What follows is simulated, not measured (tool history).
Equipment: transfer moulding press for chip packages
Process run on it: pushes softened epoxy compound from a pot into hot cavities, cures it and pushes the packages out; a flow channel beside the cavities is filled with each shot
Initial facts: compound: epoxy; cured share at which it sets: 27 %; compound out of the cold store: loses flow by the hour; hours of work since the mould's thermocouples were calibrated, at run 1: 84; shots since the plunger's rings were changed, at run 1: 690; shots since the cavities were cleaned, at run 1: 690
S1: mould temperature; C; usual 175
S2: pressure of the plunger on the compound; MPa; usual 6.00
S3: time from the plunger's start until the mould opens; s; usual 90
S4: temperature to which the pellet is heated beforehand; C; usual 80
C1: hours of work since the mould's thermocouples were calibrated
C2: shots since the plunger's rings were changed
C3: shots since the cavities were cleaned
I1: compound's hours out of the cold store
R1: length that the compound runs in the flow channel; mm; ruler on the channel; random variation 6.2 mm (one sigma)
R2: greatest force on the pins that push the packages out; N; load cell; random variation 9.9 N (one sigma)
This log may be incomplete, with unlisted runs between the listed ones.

run   hour   S1    S2  S3  S4   C1    C2   C3    I1    R1   R2
  1    0.0  175  6.00  90  80   84   690  690  11.3  1009  773
  2   13.0  175  6.00  90  80   91   832  832  46.5   817  786
  3   24.1  175  4.73  90  80   97   953  953  42.5   738  779
      31.2  -- cavities cleaned with cleaning compound and waxed
  4   38.6  175  4.73  90  80  103  1094   81  33.1   791  513
  5   51.2  175  4.73  90  80  110  1232  219  31.4   788  582
  6   61.5  175  4.73  90  80  115  1344  331   9.0   897  670
  7   80.8  177  6.98  90  79  125  1554  541  43.9   884  705
  8   96.8  178  6.98  90  79  134  1729  716  14.7  1045  748
  9  111.7  178  6.98  90  79  142  1891  878  24.6   982  802
     125.3  -- cavities cleaned with cleaning compound and waxed
 10  131.8  178  6.98  90  79  151  2093   70  38.2   901  467

Take each entry between the runs: how does the hidden state at the last listed run before it differ from the hidden state at the first listed run after it?
In the gap between runs 3 and 4: cavities cleaned with cleaning compound and waxed (hour 31.2)
  true mould temperature over the reading, C: 0.35 -> 0.36; pressure that reaches the compound, % of what is set: 97.28 -> 96.93; grip of the stained cavities, % over clean ones': 82.4 -> 13.3
  the result without the hidden state subtracted from the measured one, R1: -11 -> -14 mm; R2: +349 -> +57 N
In the gap between runs 9 and 10: cavities cleaned with cleaning compound and waxed (hour 125.3)
  true mould temperature over the reading, C: 0.41 -> 0.42; pressure that reaches the compound, % of what is set: 94.98 -> 94.51; grip of the stained cavities, % over clean ones': 81.1 -> 10.9
  the result without the hidden state subtracted from the measured one, R1: -27 -> -27 mm; R2: +355 -> +45 N
